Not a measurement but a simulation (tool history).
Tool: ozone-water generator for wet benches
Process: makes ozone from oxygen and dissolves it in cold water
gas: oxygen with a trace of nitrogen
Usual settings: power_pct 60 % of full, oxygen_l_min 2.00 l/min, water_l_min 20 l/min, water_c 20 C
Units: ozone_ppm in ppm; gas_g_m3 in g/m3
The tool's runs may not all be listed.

run 1 day=0.000 | power_pct=60 oxygen_l_min=2.00 water_l_min=20 water_c=20 | ozone_ppm=15.0 gas_g_m3=242.5
run 2 day=2.067 | power_pct=75 oxygen_l_min=2.00 water_l_min=20 water_c=20 | ozone_ppm=17.7 gas_g_m3=291.7
run 3 day=4.246 | power_pct=60 oxygen_l_min=2.00 water_l_min=20 water_c=20 | ozone_ppm=14.8 gas_g_m3=242.5
run 4 day=5.846 | power_pct=60 oxygen_l_min=2.00 water_l_min=20 water_c=20 | ozone_ppm=14.8 gas_g_m3=244.7
run 5 day=8.425 | power_pct=60 oxygen_l_min=2.00 water_l_min=20 water_c=20 | ozone_ppm=14.9 gas_g_m3=243.4
run 6 day=10.875 | power_pct=60 oxygen_l_min=2.00 water_l_min=17 water_c=20 | ozone_ppm=17.5 gas_g_m3=243.0
run 7 day=13.550 | power_pct=60 oxygen_l_min=2.00 water_l_min=17 water_c=20 | ozone_ppm=17.5 gas_g_m3=246.2
run 8 day=14.712 | power_pct=60 oxygen_l_min=2.00 water_l_min=17 water_c=20 | ozone_ppm=17.4 gas_g_m3=243.7
run 9 day=16.804 | power_pct=60 oxygen_l_min=2.00 water_l_min=17 water_c=20 | ozone_ppm=17.1 gas_g_m3=244.5
run 10 day=18.196 | power_pct=60 oxygen_l_min=2.00 water_l_min=17 water_c=20 | ozone_ppm=17.7 gas_g_m3=245.7
run 11 day=19.996 | power_pct=60 oxygen_l_min=2.00 water_l_min=17 water_c=20 | ozone_ppm=17.4 gas_g_m3=244.1
run 12 day=22.454 | power_pct=60 oxygen_l_min=1.27 water_l_min=20 water_c=20 | ozone_ppm=14.0 gas_g_m3=334.3
run 13 day=23.871 | power_pct=60 oxygen_l_min=1.27 water_l_min=20 water_c=20 | ozone_ppm=14.1 gas_g_m3=328.8
run 14 day=26.238 | power_pct=60 oxygen_l_min=1.27 water_l_min=20 water_c=20 | ozone_ppm=14.1 gas_g_m3=332.1
run 15 day=28.704 | power_pct=60 oxygen_l_min=2.00 water_l_min=20 water_c=20 | ozone_ppm=14.8 gas_g_m3=244.8
run 16 day=29.950 | power_pct=60 oxygen_l_min=2.00 water_l_min=20 water_c=20 | ozone_ppm=14.7 gas_g_m3=244.3
run 17 day=31.317 | power_pct=84 oxygen_l_min=2.00 water_l_min=20 water_c=26 | ozone_ppm=18.9 gas_g_m3=326.0

The next listed run, before its measurement:
run 18 day=33.262 | power_pct=84 oxygen_l_min=2.00 water_l_min=20 water_c=26 | ozone_ppm=? gas_g_m3=?

{"run 18": {"ozone_ppm": 18.7, "gas_g_m3": 327.0}}
Without the tool's hidden state the same run would have given ozone_ppm 18.7 ppm, gas_g_m3 322.9 g/m3.

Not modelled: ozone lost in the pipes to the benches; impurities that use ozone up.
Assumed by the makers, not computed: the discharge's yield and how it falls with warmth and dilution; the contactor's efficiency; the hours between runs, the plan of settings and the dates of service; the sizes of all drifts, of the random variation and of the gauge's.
